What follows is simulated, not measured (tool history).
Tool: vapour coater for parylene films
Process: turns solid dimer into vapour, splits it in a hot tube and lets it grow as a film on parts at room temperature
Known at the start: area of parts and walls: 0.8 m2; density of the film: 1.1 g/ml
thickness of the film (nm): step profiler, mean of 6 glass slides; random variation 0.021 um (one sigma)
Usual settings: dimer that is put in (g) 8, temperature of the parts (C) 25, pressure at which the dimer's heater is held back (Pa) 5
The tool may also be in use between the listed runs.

run,hour,dimer that is put in (g),temperature of the parts (C),pressure at which the dimer's heater is held back (Pa),thickness of the film (nm)
1,0,8,25,5,5180
2,15.1,8,25,5,5190
3,26.4,8,25,5.24,5170
4,40.2,8,25,5.24,5190
5,52,8,25,5.24,5150
6,64.2,8,25,5.24,5120
7,76.6,8,25,5,5160
8,86.7,8,25,5,5170
9,97.5,8,25,5,5140
10,106.6,8,25,2.26,5390
11,114.9,8,25,2.26,5440
12,123.5,8,25,2.26,5380
13,131.6,8,32,5,4430
14,145,8,25,5,5100
15,152.8,8,25,5,5110
16,161.5,10,25,5,6410
17,169,10,25,5,6400
18,182.9,10,25,5,6350
19,197.3,8,18,5,5910
20,212.6,8,25,5,5080
21,220.2,8,25,5,5070
22,233.6,8,25,5,5060
23,242,8,25,5,5110
# hour 246.9: trap's valve overhauled
24,257.2,8,25,4.96,5090
25,266.1,8,25,4.96,5060
26,279.2,13,36,9.3,6190
27,296.5,5,35,11.13,2400
28,312,5,35,11.13,2410
29,326,5,35,11.13,2430
30,337.9,5,35,11.13,2440
# hour 348.6: trap's valve overhauled, once more
31,349.3,5,31,4.16,2940
32,365.2,5,31,4.16,2920
33,375.4,14,27,5.19,8810
34,389.1,7,28,2.81,4450
35,404.9,12,22,6.46,8240
36,420.9,5,25,6.16,3220
37,434,5,25,6.16,3210
38,450.3,5,25,6.39,3220
39,461.3,5,25,2.69,3400
40,474.1,3,25,3.61,1990
41,489.1,9,20,5.78,6390
42,503.5,9,20,5.78,6410
43,514,9,20,5.78,6420
44,528.6,8,26,2.76,5270
45,538.8,8,26,2.76,5240
46,551.7,8,26,2.76,5240
47,559.6,5,25,5,3210

4 ways to go on from here, each from the tool as it stands after run 47. What would each give?
A,572.3,6,25,9.15,?
B,572.3,8,26,5,?
C,572.3,4,25,5,?
D,572.3,5,29,4.39,?

run,thickness of the film (nm)
A,3740
B,5030
C,2600
D,2980
Without the tool's hidden state the same runs would have given:
run,thickness of the film (nm)
A,3830
B,5150
C,2660
D,3050
